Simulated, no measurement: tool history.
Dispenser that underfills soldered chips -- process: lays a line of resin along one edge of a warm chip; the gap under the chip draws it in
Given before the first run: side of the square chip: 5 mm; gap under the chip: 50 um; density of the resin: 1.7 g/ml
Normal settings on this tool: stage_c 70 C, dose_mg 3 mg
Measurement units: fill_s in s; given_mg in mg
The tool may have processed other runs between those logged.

| run | hour | stage_c | dose_mg | fill_s | given_mg |
|---|---|---|---|---|---|
| 1 | 0 | 70 | 3 | 52.9 | 2.83 |
|  | 0.9 | new syringe of resin |
| 2 | 4 | 70 | 3 | 42.2 | 2.8 |
| 3 | 8.3 | 70 | 3 | 49.5 | 2.78 |
|  | 10.6 | dispensing valve cleaned and set on the balance |
|  | 12.6 | new syringe of resin |
| 4 | 13.5 | 70 | 3.53 | 37.7 | 3.53 |
| 5 | 17.4 | 70 | 3.53 | 43.5 | 3.53 |
| 6 | 20.9 | 70 | 3.53 | 50 | 3.51 |
|  | 22.9 | new syringe of resin |
| 7 | 25.6 | 79 | 3 | 29 | 3 |
| 8 | 30.6 | 71 | 3 | 48.2 | 2.97 |
|  | 33.4 | new syringe of resin |
| 9 | 35.7 | 70 | 3.03 | 40 | 3.02 |
| 10 | 39.1 | 70 | 3.68 | 43.9 | 3.65 |
| 11 | 41.8 | 70 | 3.68 | 50.4 | 3.66 |
|  | 43.9 | new syringe of resin |
| 12 | 44.9 | 70 | 3 | 38.4 | 2.95 |
| 13 | 48.6 | 70 | 3 | 46 | 2.95 |
| 14 | 53.2 | 70 | 3 | 52.8 | 2.95 |
|  | 54.1 | new syringe of resin |
| 15 | 58.7 | 63 | 3 | 59.5 | 2.95 |
| 16 | 62.3 | 63 | 3 | 67.7 | 2.95 |
|  | 64.4 | new syringe of resin |
| 17 | 67.8 | 70 | 2.88 | 41.8 | 2.83 |
| 18 | 70.6 | 70 | 2.88 | 47.4 | 2.8 |
|  | 74.7 | new syringe of resin |
| 19 | 76.4 | 61 | 3.71 | 54.1 | 3.63 |
| 20 | 81.6 | 70 | 2.69 | 50.6 | 2.61 |
| 21 | 84.4 | 82 | 3.89 | 32.9 | 3.75 |
|  | 85.3 | new syringe of resin |
| 22 | 88.2 | 82 | 3.7 | 26.1 | 3.59 |
| 23 | 91.6 | 59 | 3.71 | 71 | 3.59 |
|  | 95.5 | new syringe of resin |
| 24 | 96 | 67 | 3.16 | 43 | 3.03 |
| 25 | 102 | 64 | 2.66 | 62.3 | 2.55 |
| 26 | 105.2 | 58 | 3.39 | 84.9 | 3.24 |
|  | 105.8 | new syringe of resin |
| 27 | 108.5 | 58 | 3.39 | 66.5 | 3.27 |
| 28 | 114.2 | 76 | 3.21 | 40.2 | 3.06 |
|  | 116.1 | new syringe of resin |
| 29 | 117.2 | 76 | 3.21 | 31.5 | 3.08 |
| 30 | 122.8 | 70 | 2.53 | 52.3 | 2.41 |
|  | 126.7 | new syringe of resin |
| 31 | 128.3 | 58 | 3.74 | 63.1 | 3.53 |
| 32 | 133.8 | 84 | 3 | 29.7 | 2.83 |
|  | 137 | new syringe of resin |
| 33 | 140.4 | 79 | 3 | 30.5 | 2.81 |
| 34 | 145 | 56 | 3 | 91.3 | 2.83 |
|  | 147.2 | new syringe of resin |
| 35 | 149.8 | 77 | 3.35 | 32 | 3.14 |
| 36 | 156 | 71 | 3.18 | 51.7 | 2.98 |

Difference, measured minus no-hidden-state, one row per run. Run-to-run variation is common to both terms; the gauge's own scatter need not be:
The hidden state here: resin's viscosity, % of fresh resin's; dose that the valve gives, % of what is set; true chip temperature over the reading, C; drift of the gauge itself on fill_s, %; drift of the gauge itself on given_mg, %.
| run | fill_s | given_mg |
|---|---|---|
| 1 | +17.7 | -0.19 |
| 2 | +6.1 | -0.19 |
| 3 | +13.7 | -0.21 |
| 4 | +2.9 | +0 |
| 5 | +8.9 | +0 |
| 6 | +15.5 | -0.01 |
| 7 | +3.9 | -0.02 |
| 8 | +13.7 | -0.02 |
| 9 | +4.6 | -0.02 |
| 10 | +9.9 | -0.04 |
| 11 | +15.1 | -0.04 |
| 12 | +3.3 | -0.04 |
| 13 | +9.4 | -0.04 |
| 14 | +17.7 | -0.05 |
| 15 | +12.4 | -0.05 |
| 16 | +20.9 | -0.06 |
| 17 | +6.4 | -0.07 |
| 18 | +11.5 | -0.07 |
| 19 | +5.6 | -0.1 |
| 20 | +13.8 | -0.08 |
| 21 | +11.1 | -0.12 |
| 22 | +3.6 | -0.12 |
| 23 | +18 | -0.12 |
| 24 | +2.9 | -0.12 |
| 25 | +16.7 | -0.1 |
| 26 | +29.4 | -0.14 |
| 27 | +9.9 | -0.14 |
| 28 | +12.7 | -0.15 |
| 29 | +2.7 | -0.15 |
| 30 | +14.4 | -0.12 |
| 31 | +7.3 | -0.19 |
| 32 | +8.6 | -0.16 |
| 33 | +5.5 | -0.17 |
| 34 | +29.2 | -0.18 |
| 35 | +5.1 | -0.2 |
| 36 | +17.4 | -0.2 |
